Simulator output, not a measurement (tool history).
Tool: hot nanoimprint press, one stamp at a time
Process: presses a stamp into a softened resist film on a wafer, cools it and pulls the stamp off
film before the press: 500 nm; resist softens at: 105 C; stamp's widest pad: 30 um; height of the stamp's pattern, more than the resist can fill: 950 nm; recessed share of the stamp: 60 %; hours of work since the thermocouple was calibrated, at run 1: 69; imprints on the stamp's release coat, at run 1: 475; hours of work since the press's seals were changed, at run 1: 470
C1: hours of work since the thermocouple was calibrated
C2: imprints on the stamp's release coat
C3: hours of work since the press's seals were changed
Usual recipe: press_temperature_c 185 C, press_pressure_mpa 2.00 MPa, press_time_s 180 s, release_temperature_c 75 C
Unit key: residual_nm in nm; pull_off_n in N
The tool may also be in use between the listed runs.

run 1 hour=0.0 | press_temperature_c=185 press_pressure_mpa=2.00 press_time_s=180 release_temperature_c=75 | C1=69 C2=475 C3=470 | residual_nm=272.1 pull_off_n=101
run 2 hour=79.3 | press_temperature_c=185 press_pressure_mpa=2.00 press_time_s=180 release_temperature_c=75 | C1=131 C2=896 C3=532 | residual_nm=272.3 pull_off_n=105
run 3 hour=135.1 | press_temperature_c=185 press_pressure_mpa=3.03 press_time_s=180 release_temperature_c=75 | C1=174 C2=1192 C3=575 | residual_nm=219.7 pull_off_n=109
-- hour=180.4 stamp cleaned and given a new release coat
run 4 hour=214.6 | press_temperature_c=185 press_pressure_mpa=2.00 press_time_s=180 release_temperature_c=75 | C1=231 C2=182 C3=632 | residual_nm=271.5 pull_off_n=95
run 5 hour=260.9 | press_temperature_c=185 press_pressure_mpa=2.00 press_time_s=180 release_temperature_c=75 | C1=267 C2=427 C3=668 | residual_nm=270.0 pull_off_n=98
run 6 hour=309.9 | press_temperature_c=185 press_pressure_mpa=2.00 press_time_s=180 release_temperature_c=75 | C1=305 C2=687 C3=706 | residual_nm=271.8 pull_off_n=99
run 7 hour=353.1 | press_temperature_c=185 press_pressure_mpa=2.00 press_time_s=180 release_temperature_c=75 | C1=338 C2=917 C3=739 | residual_nm=269.6 pull_off_n=107
run 8 hour=395.4 | press_temperature_c=185 press_pressure_mpa=2.00 press_time_s=180 release_temperature_c=75 | C1=371 C2=1141 C3=772 | residual_nm=268.6 pull_off_n=106
-- hour=449.7 stamp cleaned and given a new release coat
-- hour=461.7 press's hydraulic seals changed and the load cell set to zero
run 9 hour=461.7 | press_temperature_c=185 press_pressure_mpa=2.00 press_time_s=180 release_temperature_c=75 | C1=412 C2=21 C3=0 | residual_nm=264.9 pull_off_n=93
run 10 hour=499.9 | press_temperature_c=188 press_pressure_mpa=2.00 press_time_s=180 release_temperature_c=75 | C1=441 C2=224 C3=30 | residual_nm=239.4 pull_off_n=97
-- hour=562.6 plate thermocouple calibrated
run 11 hour=572.8 | press_temperature_c=188 press_pressure_mpa=2.00 press_time_s=180 release_temperature_c=75 | C1=8 C2=595 C3=84 | residual_nm=250.4 pull_off_n=102
run 12 hour=649.1 | press_temperature_c=188 press_pressure_mpa=2.00 press_time_s=180 release_temperature_c=75 | C1=67 C2=1000 C3=143 | residual_nm=250.4 pull_off_n=108
run 13 hour=696.5 | press_temperature_c=188 press_pressure_mpa=2.00 press_time_s=180 release_temperature_c=75 | C1=104 C2=1252 C3=180 | residual_nm=248.9 pull_off_n=110
-- hour=726.2 stamp cleaned and given a new release coat
run 14 hour=759.2 | press_temperature_c=188 press_pressure_mpa=2.00 press_time_s=180 release_temperature_c=75 | C1=148 C2=175 C3=224 | residual_nm=249.2 pull_off_n=96
run 15 hour=831.2 | press_temperature_c=188 press_pressure_mpa=2.00 press_time_s=180 release_temperature_c=75 | C1=203 C2=558 C3=279 | residual_nm=246.8 pull_off_n=98
run 16 hour=904.9 | press_temperature_c=191 press_pressure_mpa=2.00 press_time_s=221 release_temperature_c=66 | C1=261 C2=949 C3=336 | residual_nm=208.8 pull_off_n=116
run 17 hour=967.2 | press_temperature_c=191 press_pressure_mpa=1.36 press_time_s=221 release_temperature_c=60 | C1=309 C2=1280 C3=385 | residual_nm=256.2 pull_off_n=139
-- hour=991.1 stamp cleaned and given a new release coat
run 18 hour=1028.9 | press_temperature_c=191 press_pressure_mpa=1.36 press_time_s=221 release_temperature_c=60 | C1=352 C2=200 C3=428 | residual_nm=257.0 pull_off_n=114
run 19 hour=1101.1 | press_temperature_c=178 press_pressure_mpa=1.27 press_time_s=221 release_temperature_c=66 | C1=408 C2=584 C3=484 | residual_nm=371.4 pull_off_n=112
run 20 hour=1138.6 | press_temperature_c=178 press_pressure_mpa=1.27 press_time_s=118 release_temperature_c=66 | C1=437 C2=783 C3=513 | residual_nm=416.9 pull_off_n=119
-- hour=1207.2 plate thermocouple calibrated
run 21 hour=1221.0 | press_temperature_c=178 press_pressure_mpa=1.27 press_time_s=118 release_temperature_c=66 | C1=11 C2=1205 C3=574 | residual_nm=418.9 pull_off_n=127
-- hour=1265.3 stamp cleaned and given a new release coat
run 22 hour=1297.4 | press_temperature_c=178 press_pressure_mpa=1.27 press_time_s=118 release_temperature_c=66 | C1=65 C2=171 C3=629 | residual_nm=421.6 pull_off_n=113
run 23 hour=1338.5 | press_temperature_c=174 press_pressure_mpa=2.64 press_time_s=223 release_temperature_c=75 | C1=97 C2=389 C3=661 | residual_nm=325.0 pull_off_n=95
run 24 hour=1415.6 | press_temperature_c=178 press_pressure_mpa=1.76 press_time_s=132 release_temperature_c=73 | C1=157 C2=799 C3=721 | residual_nm=380.5 pull_off_n=107
run 25 hour=1477.8 | press_temperature_c=193 press_pressure_mpa=1.50 press_time_s=301 release_temperature_c=76 | C1=205 C2=1128 C3=769 | residual_nm=208.4 pull_off_n=102
-- hour=1533.9 stamp cleaned and given a new release coat
-- hour=1546.4 press's hydraulic seals changed and the load cell set to zero
run 26 hour=1573.6 | press_temperature_c=191 press_pressure_mpa=1.44 press_time_s=210 release_temperature_c=64 | C1=268 C2=168 C3=21 | residual_nm=251.7 pull_off_n=110
run 27 hour=1659.8 | press_temperature_c=179 press_pressure_mpa=2.38 press_time_s=91 release_temperature_c=82 | C1=335 C2=626 C3=88 | residual_nm=354.8 pull_off_n=87
run 28 hour=1735.6 | press_temperature_c=185 press_pressure_mpa=1.81 press_time_s=180 release_temperature_c=62 | C1=394 C2=1028 C3=147 | residual_nm=281.3 pull_off_n=132

How would selected steps in residual_nm from run to run divide? Give the signed amount a tool lacking its hidden state would still show from settings, what came in and random variation, and the signed amount left for the hidden state, including any gauge scatter that is not in both of the compared results.
Unlogged tool condition in this case: true temperature over the reading, C; pressure that arrives at the usual setting, %; grip of the stamp's worn release coat, % over a new coat's; drift of the gauge itself on residual_nm, %; drift of the gauge itself on pull_off_n, %.
Run 10 -> 11: plate thermocouple calibrated. residual_nm +11.0 nm: hidden state +9.2, all else +1.8.
Run 18 -> 19: press_temperature_c 191 -> 178, press_pressure_mpa 1.36 -> 1.27, release_temperature_c 60 -> 66. residual_nm +114.4 nm: hidden state -1.8, all else +116.2.
Run 20 -> 21: plate thermocouple calibrated. residual_nm +2.0 nm: hidden state +7.3, all else -5.3.
Run 24 -> 25: press_temperature_c 178 -> 193, press_pressure_mpa 1.76 -> 1.50, press_time_s 132 -> 301, release_temperature_c 73 -> 76. residual_nm -172.1 nm: hidden state -0.7, all else -171.4.

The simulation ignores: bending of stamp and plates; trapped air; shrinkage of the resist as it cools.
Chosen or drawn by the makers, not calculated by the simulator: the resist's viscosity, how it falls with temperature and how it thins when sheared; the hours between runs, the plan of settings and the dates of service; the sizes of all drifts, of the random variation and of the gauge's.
